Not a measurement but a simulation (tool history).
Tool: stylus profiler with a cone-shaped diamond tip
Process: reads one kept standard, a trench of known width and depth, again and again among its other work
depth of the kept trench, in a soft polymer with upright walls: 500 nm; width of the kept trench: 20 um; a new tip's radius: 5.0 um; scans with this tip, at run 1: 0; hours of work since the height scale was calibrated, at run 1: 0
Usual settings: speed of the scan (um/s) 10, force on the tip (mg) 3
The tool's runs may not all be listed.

run	hour	speed of the scan (um/s)	force on the tip (mg)	scans with this tip	hours of work since the height scale was calibrated	depth of the trench (Å)	width of the trench's floor (um)
1	0	10	3	0	0	5085.9	15.52
2	55.7	10	3	472	41	5084.3	15.5
3	105.1	27	3	891	77	5085.5	15.33
4	161.2	10	2.64	1366	118	5080.1	15.3
5	204.9	10	2.64	1736	151	5077.5	15.33
6	256.4	10	2.64	2172	188	5079.4	15.17
7	318.1	10	1.48	2695	234	5054.2	15.07
8	369.1	10	3.99	3127	271	5106.9	15
9	425.1	5	3.99	3601	312	5108.4	14.97
10	483	10	3	4092	355	5087	14.91
11	510.3	10	3	4322	375	5087.6	14.78
12	574.2	10	3	4863	422	5088.5	14.76
13	619.2	10	3	5245	455	5089.2	14.74
14	663.8	2	3	5622	488	5091.4	14.66
15	719.1	4	3	6092	529	5087.1	14.59
16	775.1	4	3	6566	570	5092.8	14.55
17	806.4	4	5.08	6831	593	5126.4	14.52
18	863.3	10	2.27	7312	634	5078.6	14.31
19	893.1	10	2.27	7565	656	5078.8	14.38
20	921.4	10	2.27	7804	677	5077.6	14.34
21	973.5	10	2.27	8246	715	5076.1	14.23
22	1001.1	10	2.27	8480	736	5076.1	14.26
23	1057	10	2.27	8953	777	5075.8	14.17
24	1093.6	2	1.12	9263	804	5050.5	14.15
25	1154	2	1.12	9775	848	5054.7	14.05
26	1194.9	3	1.51	10121	878	5061.5	14.03
27	1244.2	2	4.02	10539	914	5114.5	13.99
28	1281.7	18	1.29	10856	942	5056.4	13.86
29	1338.7	6	1.21	11339	984	5052.1	13.87
30	1370.1	6	1.21	11605	1007	5056.8	13.81
31	1413.2	7	5.61	11970	1039	5142.1	13.82
32	1455.5	13	5.03	12328	1070	5133.1	13.71
33	1484	22	2.41	12570	1091	5083	13.61
34	1531.5	22	2.41	12973	1126	5086.9	13.51
35	1562	3	3	13231	1148	5096.9	13.66
36	1601.8	4	3	13567	1177	5098.3	13.57
37	1642	37	3.62	13908	1207	5109.6	13.39
38	1702.1	4	2.2	14417	1251	5080.4	13.4
39	1740.6	12	6.92	14744	1279	5164.5	13.46
40	1776.5	10	1.84	15048	1306	5072.8	13.35
41	1838.3	3	2.17	15571	1351	5078.9	13.38
42	1885.6	3	7.12	15972	1386	5169.2	13.29
43	1917	2	2.79	16237	1409	5092.9	13.31
44	1972.2	3	4.53	16705	1449	5128	13.19
45	1999	5	7.98	16932	1469	5180.2	13.24
46	2033.6	32	1.78	17225	1494	5071.4	13.04

Forecast each of these 5 alternatives for the next run:
A	2059.8	28	3	17447	1514	?	?
B	2059.8	10	1.19	17447	1514	?	?
C	2059.8	3	3	17447	1514	?	?
D	2059.8	2	4.56	17447	1514	?	?
E	2059.8	3	1.99	17447	1514	?	?

run	depth of the trench (Å)	width of the trench's floor (um)
A	5098.6	13.04
B	5059.2	13.03
C	5102.5	13.12
D	5128.3	13.08
E	5078.9	13.17
Without the tool's hidden state the same runs would have given:
run	depth of the trench (Å)	width of the trench's floor (um)
A	5086.4	15.53
B	5047	15.53
C	5090.2	15.62
D	5115.9	15.58
E	5066.7	15.67
